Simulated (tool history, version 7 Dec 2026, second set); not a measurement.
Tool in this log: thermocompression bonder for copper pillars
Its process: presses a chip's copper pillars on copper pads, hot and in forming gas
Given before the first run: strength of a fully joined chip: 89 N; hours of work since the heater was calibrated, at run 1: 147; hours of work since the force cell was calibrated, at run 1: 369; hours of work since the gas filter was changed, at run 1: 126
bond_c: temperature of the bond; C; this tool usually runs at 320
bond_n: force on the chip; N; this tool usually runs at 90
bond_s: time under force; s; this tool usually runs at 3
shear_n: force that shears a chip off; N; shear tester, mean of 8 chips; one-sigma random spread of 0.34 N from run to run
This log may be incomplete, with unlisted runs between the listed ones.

| run | hour | bond_c | bond_n | bond_s | hours of work since the heater was calibrated | hours of work since the force cell was calibrated | hours of work since the gas filter was changed | shear_n |
|---|---|---|---|---|---|---|---|---|
| 1 | 0.0 | 320 | 90 | 3 | 147 | 369 | 126 | 36.3 |
| 2 | 23.4 | 320 | 90 | 2 | 163 | 385 | 142 | 31.0 |
| 3 | 39.0 | 320 | 90 | 2 | 173 | 396 | 152 | 30.8 |
| 4 | 61.7 | 320 | 90 | 4 | 189 | 411 | 168 | 40.3 |
| 5 | 76.7 | 320 | 90 | 4 | 199 | 422 | 178 | 39.7 |
| 6 | 88.8 | 320 | 90 | 4 | 208 | 430 | 187 | 39.9 |
| 7 | 101.2 | 320 | 90 | 4 | 216 | 439 | 195 | 39.8 |
| 8 | 117.7 | 320 | 90 | 4 | 228 | 450 | 207 | 40.1 |
| 9 | 144.4 | 320 | 90 | 3 | 246 | 468 | 225 | 35.8 |
| 10 | 173.6 | 320 | 90 | 3 | 266 | 489 | 245 | 35.9 |
| 11 | 188.9 | 320 | 90 | 3 | 277 | 499 | 256 | 35.8 |
| 12 | 213.6 | 320 | 90 | 3 | 294 | 516 | 273 | 35.4 |
| 13 | 233.6 | 344 | 56 | 7 | 307 | 530 | 286 | 42.5 |
| 14 | 258.9 | 344 | 56 | 7 | 325 | 547 | 304 | 43.0 |
| 15 | 278.6 | 344 | 56 | 7 | 338 | 561 | 317 | 42.2 |
| 16 | 297.3 | 349 | 93 | 6 | 351 | 574 | 330 | 57.3 |
| 17 | 309.1 | 349 | 93 | 6 | 359 | 582 | 338 | 56.9 |
|  | 322.9 | forming gas filter changed |
| 18 | 337.4 | 320 | 90 | 9 | 379 | 601 | 10 | 54.1 |
| 19 | 355.8 | 320 | 59 | 4 | 391 | 614 | 23 | 30.0 |
| 20 | 385.0 | 320 | 120 | 2 | 411 | 634 | 43 | 39.9 |
| 21 | 404.8 | 320 | 120 | 2 | 425 | 647 | 56 | 39.5 |
| 22 | 429.6 | 327 | 72 | 3 | 442 | 665 | 73 | 34.3 |

What if the next run were any one of these 3? Each begins from the tool's condition after run 22:
| A | 448.6 | 325 | 57 | 3 | 455 | 678 | 87 | ? |
| B | 448.6 | 306 | 72 | 2 | 455 | 678 | 87 | ? |
| C | 448.6 | 320 | 128 | 3 | 455 | 678 | 87 | ? |

| run | shear_n |
|---|---|
| A | 28.0 |
| B | 22.8 |
| C | 47.1 |
Take away the tool's hidden state, keep each run's random variation, and the runs would have read:
| run | shear_n |
|---|---|
| A | 27.0 |
| B | 21.8 |
| C | 45.9 |
